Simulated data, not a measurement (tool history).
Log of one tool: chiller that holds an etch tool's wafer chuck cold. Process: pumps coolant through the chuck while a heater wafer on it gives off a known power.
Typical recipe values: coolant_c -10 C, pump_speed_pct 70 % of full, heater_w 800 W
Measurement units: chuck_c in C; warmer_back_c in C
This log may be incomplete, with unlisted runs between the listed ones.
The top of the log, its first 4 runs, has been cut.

run,day,coolant_c,pump_speed_pct,heater_w,hours since the coolant was changed and the channels were flushed,hours since the pump was overhauled,hours since the chiller's thermometer was calibrated,chuck_c,warmer_back_c
5,17.975,-10,70,623,5684,3337,1112,-3.60,2.93
6,21.029,-10,70,646,5758,3411,1186,-3.46,2.98
7,23.829,-10,70,646,5825,3478,1253,-3.38,2.98
8,29.196,-10,70,646,5953,3607,1382,-3.33,3.03
9,35.258,-10,70,646,6099,3752,1527,-3.25,3.04
10,40.379,-10,70,480,6222,3875,1650,-5.11,2.21
11,46.600,-10,70,480,6371,4024,1799,-4.94,2.22
# day 52.875: coolant changed, channels flushed
12,52.875,-10,66,800,0,4169,1944,-1.44,3.90
13,56.058,-10,66,800,76,4245,2020,-1.43,3.93
14,59.329,-10,90,800,155,4324,2099,-2.94,2.95
# day 62.767: chiller's thermometer calibrated
15,65.904,-10,90,800,312,4481,75,-3.09,2.88
16,71.150,-10,70,800,438,4606,201,-1.69,3.76
17,75.854,-20,70,800,550,4719,314,-11.66,3.71
18,82.554,-20,70,800,711,4880,475,-11.83,3.74
19,86.633,-20,70,800,809,4978,573,-11.44,3.77
20,91.921,-9,70,800,936,5105,700,-0.76,3.66
21,97.392,-9,88,800,1067,5236,831,-1.79,3.01

Expected results for the next run?
22,101.717,0,61,652,1171,5340,935,?,?

{"run 22": {"chuck_c": 7.37, "warmer_back_c": 3.46}}
Were there no unlogged condition in the tool, this run, its random variation unchanged, would have produced chuck_c 7.36 C, warmer_back_c 3.45 C.

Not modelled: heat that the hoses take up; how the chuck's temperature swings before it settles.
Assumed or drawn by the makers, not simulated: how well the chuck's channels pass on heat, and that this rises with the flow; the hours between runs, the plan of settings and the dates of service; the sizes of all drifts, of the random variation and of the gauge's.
